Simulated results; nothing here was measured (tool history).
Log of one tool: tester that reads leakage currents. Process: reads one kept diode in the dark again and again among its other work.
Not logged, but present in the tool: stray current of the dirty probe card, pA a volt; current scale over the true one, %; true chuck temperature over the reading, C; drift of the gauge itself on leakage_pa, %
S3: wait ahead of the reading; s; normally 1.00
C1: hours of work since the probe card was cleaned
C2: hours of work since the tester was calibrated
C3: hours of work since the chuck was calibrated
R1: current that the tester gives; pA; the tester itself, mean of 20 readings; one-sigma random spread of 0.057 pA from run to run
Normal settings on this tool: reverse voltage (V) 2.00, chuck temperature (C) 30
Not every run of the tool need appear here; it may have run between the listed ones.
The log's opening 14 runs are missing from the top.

run 15 day=29.646 | reverse_voltage_(V)=2.00 chuck_temperature_(C)=58 S3=1.00 | C1=1259 C2=1871 C3=174 | R1=55.82
run 16 day=31.192 | reverse_voltage_(V)=2.00 chuck_temperature_(C)=58 S3=1.00 | C1=1285 C2=1897 C3=200 | R1=55.72
run 17 day=33.617 | reverse_voltage_(V)=2.00 chuck_temperature_(C)=30 S3=2.94 | C1=1326 C2=1938 C3=241 | R1=10.14
run 18 day=36.250 | reverse_voltage_(V)=2.00 chuck_temperature_(C)=44 S3=1.00 | C1=1371 C2=1983 C3=285 | R1=23.82
run 19 day=37.696 | reverse_voltage_(V)=2.00 chuck_temperature_(C)=44 S3=1.00 | C1=1395 C2=2007 C3=310 | R1=23.70
run 20 day=39.108 | reverse_voltage_(V)=2.00 chuck_temperature_(C)=44 S3=1.00 | C1=1419 C2=2031 C3=333 | R1=23.47
run 21 day=41.554 | reverse_voltage_(V)=14.03 chuck_temperature_(C)=55 S3=1.00 | C1=1460 C2=2072 C3=375 | R1=139.00
run 22 day=43.579 | reverse_voltage_(V)=17.01 chuck_temperature_(C)=46 S3=5.38 | C1=1495 C2=2107 C3=409 | R1=93.10
run 23 day=45.917 | reverse_voltage_(V)=17.01 chuck_temperature_(C)=46 S3=5.38 | C1=1534 C2=2146 C3=448 | R1=93.13
run 24 day=47.892 | reverse_voltage_(V)=17.01 chuck_temperature_(C)=46 S3=5.38 | C1=1567 C2=2179 C3=482 | R1=93.56
run 25 day=49.550 | reverse_voltage_(V)=13.44 chuck_temperature_(C)=32 S3=1.99 | C1=1595 C2=2207 C3=510 | R1=41.79
-- day=49.817 tester calibrated
-- day=51.500 probe card cleaned and baked
run 26 day=51.708 | reverse_voltage_(V)=2.25 chuck_temperature_(C)=24 S3=1.99 | C1=4 C2=30 C3=543 | R1=5.34
run 27 day=53.750 | reverse_voltage_(V)=2.25 chuck_temperature_(C)=24 S3=1.99 | C1=38 C2=64 C3=577 | R1=5.41
-- day=55.025 chuck's temperature calibrated
run 28 day=55.346 | reverse_voltage_(V)=2.25 chuck_temperature_(C)=24 S3=1.99 | C1=64 C2=90 C3=5 | R1=6.35
-- day=56.938 tester calibrated, once more
run 29 day=57.750 | reverse_voltage_(V)=1.06 chuck_temperature_(C)=29 S3=1.33 | C1=103 C2=14 C3=45 | R1=5.78
run 30 day=59.379 | reverse_voltage_(V)=4.92 chuck_temperature_(C)=29 S3=2.51 | C1=130 C2=41 C3=72 | R1=13.65
run 31 day=60.896 | reverse_voltage_(V)=1.56 chuck_temperature_(C)=46 S3=0.39 | C1=156 C2=67 C3=98 | R1=23.31
run 32 day=62.342 | reverse_voltage_(V)=2.35 chuck_temperature_(C)=22 S3=8.62 | C1=180 C2=91 C3=122 | R1=5.25
run 33 day=65.133 | reverse_voltage_(V)=2.35 chuck_temperature_(C)=22 S3=8.62 | C1=227 C2=138 C3=169 | R1=5.18
run 34 day=67.038 | reverse_voltage_(V)=2.35 chuck_temperature_(C)=22 S3=8.62 | C1=260 C2=171 C3=201 | R1=5.32
run 35 day=69.017 | reverse_voltage_(V)=9.53 chuck_temperature_(C)=34 S3=8.67 | C1=293 C2=204 C3=235 | R1=27.04
run 36 day=71.029 | reverse_voltage_(V)=9.53 chuck_temperature_(C)=34 S3=8.67 | C1=327 C2=238 C3=269 | R1=26.78
run 37 day=73.321 | reverse_voltage_(V)=7.94 chuck_temperature_(C)=27 S3=1.06 | C1=366 C2=277 C3=308 | R1=17.44
run 38 day=75.762 | reverse_voltage_(V)=3.13 chuck_temperature_(C)=33 S3=8.80 | C1=407 C2=318 C3=349 | R1=13.25

Predict each of these 3 candidate next runs independently; none follows another, all start after run 38:
run A day=78.088 | reverse_voltage_(V)=6.09 chuck_temperature_(C)=33 S3=8.80 | C1=446 C2=357 C3=388 | R1=?
run B day=78.088 | reverse_voltage_(V)=8.39 chuck_temperature_(C)=55 S3=1.00 | C1=446 C2=357 C3=388 | R1=?
run C day=78.088 | reverse_voltage_(V)=1.16 chuck_temperature_(C)=29 S3=0.70 | C1=446 C2=357 C3=388 | R1=?

run=A R1=19.53
run=B R1=96.33
run=C R1=6.14
What these runs would have given with no unlogged condition in the tool:
run=A R1=18.83
run=B R1=99.44
run=C R1=6.17
